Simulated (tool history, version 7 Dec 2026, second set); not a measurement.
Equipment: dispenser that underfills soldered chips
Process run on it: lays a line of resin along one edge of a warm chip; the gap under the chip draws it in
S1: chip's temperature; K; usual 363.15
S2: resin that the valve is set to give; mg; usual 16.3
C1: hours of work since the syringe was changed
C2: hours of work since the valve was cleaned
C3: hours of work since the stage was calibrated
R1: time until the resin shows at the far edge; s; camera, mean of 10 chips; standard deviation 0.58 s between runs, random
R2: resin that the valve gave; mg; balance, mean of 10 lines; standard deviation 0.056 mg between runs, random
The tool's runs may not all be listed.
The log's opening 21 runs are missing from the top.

{"hour": 141.9, "done": "new syringe of resin"}
{"hour": 147.7, "done": "dispensing valve cleaned and set on the balance"}
{"run": 22, "hour": 150.0, "S1": 354.15, "S2": 16.3, "C1": 6, "C2": 2, "C3": 272, "R1": 104.8, "R2": 16.2}
{"hour": 154.6, "done": "new syringe of resin"}
{"run": 23, "hour": 156.4, "S1": 376.15, "S2": 20.3, "C1": 1, "C2": 7, "C3": 277, "R1": 32.6, "R2": 20.12}
{"run": 24, "hour": 163.5, "S1": 376.15, "S2": 20.3, "C1": 7, "C2": 12, "C3": 283, "R1": 42.6, "R2": 20.0}
{"hour": 166.1, "done": "new syringe of resin"}
{"run": 25, "hour": 172.9, "S1": 376.15, "S2": 20.3, "C1": 5, "C2": 19, "C3": 290, "R1": 40.0, "R2": 19.93}
{"hour": 178.0, "done": "new syringe of resin"}
{"run": 26, "hour": 178.6, "S1": 353.15, "S2": 16.3, "C1": 1, "C2": 24, "C3": 294, "R1": 84.2, "R2": 15.95}
{"run": 27, "hour": 184.8, "S1": 376.15, "S2": 19.9, "C1": 5, "C2": 29, "C3": 299, "R1": 38.8, "R2": 19.48}
{"hour": 189.8, "done": "new syringe of resin"}
{"run": 28, "hour": 191.6, "S1": 349.15, "S2": 18.8, "C1": 1, "C2": 34, "C3": 304, "R1": 101.0, "R2": 18.35}
{"run": 29, "hour": 196.6, "S1": 349.15, "S2": 18.8, "C1": 5, "C2": 38, "C3": 308, "R1": 125.2, "R2": 18.2}
{"hour": 201.1, "done": "new syringe of resin"}
{"run": 30, "hour": 202.4, "S1": 375.15, "S2": 16.5, "C1": 1, "C2": 42, "C3": 313, "R1": 32.9, "R2": 16.07}
{"run": 31, "hour": 211.0, "S1": 377.15, "S2": 15.9, "C1": 8, "C2": 49, "C3": 319, "R1": 44.3, "R2": 15.43}
{"hour": 212.5, "done": "new syringe of resin"}
{"run": 32, "hour": 216.9, "S1": 351.15, "S2": 21.0, "C1": 4, "C2": 53, "C3": 324, "R1": 103.9, "R2": 20.18}
{"run": 33, "hour": 223.1, "S1": 351.15, "S2": 21.0, "C1": 8, "C2": 58, "C3": 329, "R1": 133.8, "R2": 20.25}
{"hour": 224.0, "done": "new syringe of resin"}
{"run": 34, "hour": 233.2, "S1": 358.15, "S2": 14.7, "C1": 7, "C2": 66, "C3": 336, "R1": 100.8, "R2": 14.01}

Here are 5 independent what-if runs from the current tool condition. What would each one return?
{"hour": 235.2, "done": "new syringe of resin"}
{"run": "A", "hour": 238.7, "S1": 358.15, "S2": 15.5, "C1": 3, "C2": 70, "C3": 341, "R1": "?", "R2": "?"}
{"hour": 235.2, "done": "new syringe of resin"}
{"run": "B", "hour": 238.7, "S1": 358.15, "S2": 14.6, "C1": 3, "C2": 70, "C3": 341, "R1": "?", "R2": "?"}
{"hour": 235.2, "done": "new syringe of resin"}
{"run": "C", "hour": 238.7, "S1": 357.15, "S2": 16.6, "C1": 3, "C2": 70, "C3": 341, "R1": "?", "R2": "?"}
{"hour": 235.2, "done": "new syringe of resin"}
{"run": "D", "hour": 238.7, "S1": 363.15, "S2": 16.3, "C1": 3, "C2": 70, "C3": 341, "R1": "?", "R2": "?"}
{"hour": 235.2, "done": "new syringe of resin"}
{"run": "E", "hour": 238.7, "S1": 378.15, "S2": 20.5, "C1": 3, "C2": 70, "C3": 341, "R1": "?", "R2": "?"}

run=A R1=76.8 R2=14.81
run=B R1=79.5 R2=14.00
run=C R1=77.7 R2=15.86
run=D R1=60.9 R2=15.55
run=E R1=31.4 R2=19.61
Stripped of hidden state, with their random variation kept, the same runs would have yielded:
run=A R1=62.8 R2=15.49
run=B R1=64.8 R2=14.65
run=C R1=63.7 R2=16.59
run=D R1=50.0 R2=16.26
run=E R1=26.1 R2=20.51
